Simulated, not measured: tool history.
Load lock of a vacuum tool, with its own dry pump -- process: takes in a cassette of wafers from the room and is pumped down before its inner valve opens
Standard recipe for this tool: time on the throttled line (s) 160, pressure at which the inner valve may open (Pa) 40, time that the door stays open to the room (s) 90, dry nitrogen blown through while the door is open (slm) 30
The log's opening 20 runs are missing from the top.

run,day,time on the throttled line (s),pressure at which the inner valve may open (Pa),time that the door stays open to the room (s),dry nitrogen blown through while the door is open (slm),"incoming humidity of the room's air, %",time from the closed door until the inner valve may open (s),rise of the pressure with all valves shut (Pa/min)
21,211.450,160,72,62,30,44.6,261.5,0.024
22,221.796,181,72,34,30,44.9,274.9,0.019
23,236.375,134,56,45,30,40.5,245.5,0.020
24,243.783,105,40,63,30,47.3,235.0,0.027
25,258.146,88,40,63,30,46.1,220.9,0.026
26,273.312,88,40,63,30,42.2,222.2,0.024
27,286.442,88,40,47,37,45.3,221.0,0.020
28,295.771,88,40,47,37,41.2,221.8,0.021
29,306.942,88,40,47,37,46.8,218.1,0.024
30,315.146,88,45,47,37,45.0,219.4,0.021
31,329.767,112,45,44,37,47.2,237.3,0.017
# day 340.783: door's seal changed, seat wiped
32,341.671,112,45,44,37,47.2,235.5,0.017
33,348.296,85,36,90,30,46.2,221.2,0.023
34,361.833,86,36,90,30,47.0,220.1,0.028
35,371.217,134,40,96,30,43.5,253.8,0.026

Run 36 is up next; what results do you expect?
36,382.154,88,40,90,30,44.8,?,?

time from the closed door until the inner valve may open (s): 219.8
rise of the pressure with all valves shut (Pa/min): 0.031
If the tool had no hidden condition, the same run with the same run-to-run variation would have returned time from the closed door until the inner valve may open (s) 219.6, rise of the pressure with all valves shut (Pa/min) 0.031.
